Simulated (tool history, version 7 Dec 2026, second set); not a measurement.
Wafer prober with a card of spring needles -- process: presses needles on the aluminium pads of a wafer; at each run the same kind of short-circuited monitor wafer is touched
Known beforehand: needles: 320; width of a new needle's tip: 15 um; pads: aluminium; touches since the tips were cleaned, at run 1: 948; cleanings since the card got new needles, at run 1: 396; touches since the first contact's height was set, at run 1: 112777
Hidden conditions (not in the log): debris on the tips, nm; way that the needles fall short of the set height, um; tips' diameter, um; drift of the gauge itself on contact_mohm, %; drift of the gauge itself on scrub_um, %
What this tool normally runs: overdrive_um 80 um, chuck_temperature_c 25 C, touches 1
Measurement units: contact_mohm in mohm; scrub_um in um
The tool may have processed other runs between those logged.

run,hour,overdrive_um,chuck_temperature_c,touches,touches since the tips were cleaned,cleanings since the card got new needles,touches since the first contact's height was set,contact_mohm,scrub_um
1,0.0,80,25,1,948,396,112777,178,17.05
# hour 2.9: tips cleaned on abrasive film
# hour 7.7: tips cleaned on abrasive film
# hour 11.5: tips cleaned on abrasive film
# hour 16.3: tips cleaned on abrasive film
# hour 20.1: tips cleaned on abrasive film
# hour 24.9: tips cleaned on abrasive film
# hour 28.7: tips cleaned on abrasive film
2,31.7,80,28,1,1766,403,131487,174,17.01
# hour 32.7: tips cleaned on abrasive film
# hour 36.5: tips cleaned on abrasive film
# hour 41.3: tips cleaned on abrasive film
# hour 45.1: tips cleaned on abrasive film
# hour 49.0: tips cleaned on abrasive film
# hour 53.8: tips cleaned on abrasive film
# hour 58.5: tips cleaned on abrasive film
# hour 62.4: tips cleaned on abrasive film
# hour 67.1: tips cleaned on abrasive film
# hour 71.0: tips cleaned on abrasive film
3,73.1,80,28,1,1296,413,155934,179,16.96
# hour 75.1: tips cleaned on abrasive film
# hour 79.9: tips cleaned on abrasive film
# hour 84.6: tips cleaned on abrasive film
# hour 89.4: tips cleaned on abrasive film
# hour 94.2: tips cleaned on abrasive film
# hour 98.6: tips cleaned on abrasive film
4,98.6,66,25,1,0,419,170962,180,14.01
# hour 102.4: tips cleaned on abrasive film
# hour 107.2: tips cleaned on abrasive film
# hour 112.0: tips cleaned on abrasive film
# hour 115.8: tips cleaned on abrasive film
# hour 120.1: tips cleaned on abrasive film
5,120.1,80,25,1,0,424,183630,176,17.00
# hour 123.9: tips cleaned on abrasive film
# hour 128.7: tips cleaned on abrasive film
# hour 133.4: tips cleaned on abrasive film
# hour 137.3: tips cleaned on abrasive film
# hour 142.1: tips cleaned on abrasive film
# hour 154.1: card fitted with new needles
# hour 158.8: tips cleaned on abrasive film
# hour 163.6: tips cleaned on abrasive film
6,167.3,80,25,1,2247,2,7894,175,16.98
# hour 168.4: tips cleaned on abrasive film
# hour 172.2: tips cleaned on abrasive film
# hour 177.0: tips cleaned on abrasive film
# hour 180.8: tips cleaned on abrasive film
# hour 184.7: tips cleaned on abrasive film
# hour 189.4: tips cleaned on abrasive film
# hour 194.2: tips cleaned on abrasive film
# hour 199.0: tips cleaned on abrasive film
# hour 203.7: tips cleaned on abrasive film
# hour 207.6: tips cleaned on abrasive film
7,209.7,80,25,1,1282,12,32898,180,16.98
# hour 211.7: tips cleaned on abrasive film
# hour 215.5: tips cleaned on abrasive film
# hour 220.3: tips cleaned on abrasive film
# hour 224.1: tips cleaned on abrasive film
# hour 228.9: tips cleaned on abrasive film
# hour 233.7: tips cleaned on abrasive film
8,236.9,80,25,1,1975,18,48991,177,16.92
# hour 238.0: tips cleaned on abrasive film
# hour 242.8: tips cleaned on abrasive film
# hour 247.5: tips cleaned on abrasive film
# hour 252.3: tips cleaned on abrasive film
# hour 257.1: tips cleaned on abrasive film
9,257.4,80,25,1,223,23,61076,178,17.08
# hour 261.3: tips cleaned on abrasive film
# hour 265.1: tips cleaned on abrasive film
# hour 269.9: tips cleaned on abrasive film
# hour 274.7: tips cleaned on abrasive film
# hour 279.4: tips cleaned on abrasive film
# hour 283.3: tips cleaned on abrasive film
# hour 287.5: tips cleaned on abrasive film
10,287.5,74,25,1,0,30,78809,178,15.69
# hour 291.3: tips cleaned on abrasive film
# hour 296.1: tips cleaned on abrasive film
# hour 300.9: tips cleaned on abrasive film
# hour 305.7: tips cleaned on abrasive film
# hour 310.4: tips cleaned on abrasive film
# hour 315.2: tips cleaned on abrasive film
# hour 320.0: tips cleaned on abrasive film
# hour 324.7: tips cleaned on abrasive film
# hour 329.5: tips cleaned on abrasive film
# hour 333.6: tips cleaned on abrasive film
11,333.6,80,33,2,0,40,106054,178,16.93
# hour 338.4: tips cleaned on abrasive film
# hour 342.2: tips cleaned on abrasive film
# hour 347.0: tips cleaned on abrasive film
# hour 350.8: tips cleaned on abrasive film
# hour 355.6: tips cleaned on abrasive film
# hour 360.4: tips cleaned on abrasive film
12,361.6,80,33,2,772,46,122639,178,16.91
# hour 364.5: tips cleaned on abrasive film
# hour 369.3: tips cleaned on abrasive film
# hour 373.1: tips cleaned on abrasive film
# hour 377.9: tips cleaned on abrasive film
# hour 382.7: tips cleaned on abrasive film
# hour 386.5: tips cleaned on abrasive film
13,389.2,70,70,2,1632,52,138956,187,14.66
# hour 391.2: tips cleaned on abrasive film
# hour 395.0: tips cleaned on abrasive film
# hour 399.8: tips cleaned on abrasive film
# hour 403.7: tips cleaned on abrasive film
# hour 408.4: tips cleaned on abrasive film
# hour 413.2: tips cleaned on abrasive film
14,414.8,70,70,2,960,58,154036,188,14.90
# hour 417.7: tips cleaned on abrasive film
# hour 422.5: tips cleaned on abrasive film
# hour 426.3: tips cleaned on abrasive film
# hour 431.1: tips cleaned on abrasive film
# hour 434.9: tips cleaned on abrasive film
15,435.6,79,75,1,399,63,166296,189,16.75
# hour 439.4: tips cleaned on abrasive film
# hour 444.2: tips cleaned on abrasive film
# hour 449.0: tips cleaned on abrasive film
# hour 453.7: tips cleaned on abrasive film
# hour 458.5: tips cleaned on abrasive film
16,461.3,80,57,2,1664,68,181515,184,16.89
# hour 463.2: tips cleaned on abrasive film
# hour 467.1: tips cleaned on abrasive film
# hour 471.9: tips cleaned on abrasive film
# hour 476.6: tips cleaned on abrasive film
# hour 481.4: tips cleaned on abrasive film
# hour 486.2: tips cleaned on abrasive film
# hour 490.9: tips cleaned on abrasive film
17,493.9,80,57,2,1762,75,200785,185,16.92
# hour 494.9: tips cleaned on abrasive film
# hour 499.7: tips cleaned on abrasive film
# hour 503.5: tips cleaned on abrasive film
# hour 508.3: tips cleaned on abrasive film
# hour 513.1: tips cleaned on abrasive film
# hour 516.9: tips cleaned on abrasive film
# hour 521.7: tips cleaned on abrasive film
# hour 526.4: tips cleaned on abrasive film
# hour 531.2: tips cleaned on abrasive film
# hour 535.1: tips cleaned on abrasive film
18,538.7,73,121,2,2190,85,227261,199,15.52

Forecast run 19:
# hour 539.7: tips cleaned on abrasive film
# hour 544.5: tips cleaned on abrasive film
# hour 549.3: tips cleaned on abrasive film
# hour 554.0: tips cleaned on abrasive film
# hour 558.8: tips cleaned on abrasive film
# hour 562.8: height of the first contact set anew
# hour 563.9: tips cleaned on abrasive film
# hour 567.7: tips cleaned on abrasive film
# hour 572.5: tips cleaned on abrasive film
# hour 577.3: tips cleaned on abrasive film
19,578.8,80,44,1,920,94,9393,?,?

{"run 19": {"contact_mohm": 180, "scrub_um": 16.92}}
With the hidden condition absent and the run-to-run variation left alone, this run would have shown contact_mohm 180 mohm, scrub_um 16.92 um.

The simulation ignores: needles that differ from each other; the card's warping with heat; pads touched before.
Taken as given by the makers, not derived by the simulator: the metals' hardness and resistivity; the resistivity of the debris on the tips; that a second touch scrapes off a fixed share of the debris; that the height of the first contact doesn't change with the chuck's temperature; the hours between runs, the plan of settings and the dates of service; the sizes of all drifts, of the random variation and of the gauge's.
